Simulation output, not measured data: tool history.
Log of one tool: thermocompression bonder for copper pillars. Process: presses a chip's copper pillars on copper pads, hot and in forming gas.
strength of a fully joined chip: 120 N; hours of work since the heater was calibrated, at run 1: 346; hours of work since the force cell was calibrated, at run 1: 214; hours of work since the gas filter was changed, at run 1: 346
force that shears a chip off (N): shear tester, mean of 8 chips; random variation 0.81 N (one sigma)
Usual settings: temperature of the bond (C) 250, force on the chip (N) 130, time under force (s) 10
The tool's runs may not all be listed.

run   hour  temperature of the bond (C)  force on the chip (N)  time under force (s)  hours of work since the heater was calibrated  hours of work since the force cell was calibrated  hours of work since the gas filter was changed  force that shears a chip off (N)
  1      0                          250                    130                    10                                            346                                                214                                             346                              56.6
  2   24.3                          250                    130                    10                                            363                                                232                                             363                              55.8
  3   54.7                          250                    130                    10                                            385                                                253                                             385                                55
  4   94.4                          250                    130                    10                                            413                                                281                                             413                              56.2
  5    130                          250                    130                    10                                            438                                                306                                             438                              54.2
       137  -- forming gas filter changed
  6  156.1                          250                    130                    10                                            456                                                324                                              14                              61.1
  7  195.7                          262                    174                     8                                            484                                                352                                              41                              77.8
  8  241.1                          262                    126                    10                                            516                                                384                                              73                              66.5
  9  266.4                          274                     93                    11                                            534                                                402                                              91                              62.1
 10  291.3                          261                     96                     8                                            551                                                419                                             109                              48.2
 11  324.9                          261                     96                     8                                            575                                                443                                             133                                48

Forecast each of these 3 alternatives for the next run:
  A  355.8                          264                    148                     8                                            597                                                465                                             154                                 ?
  B  355.8                          231                    100                     9                                            597                                                465                                             154                                 ?
  C  355.8                          250                     88                    15                                            597                                                465                                             154                                 ?

run  force that shears a chip off (N)
  A                              68.7
  B                              33.1
  C                              48.2
Without the tool's hidden state the same runs would have given:
run  force that shears a chip off (N)
  A                              74.9
  B                                37
  C                              53.2
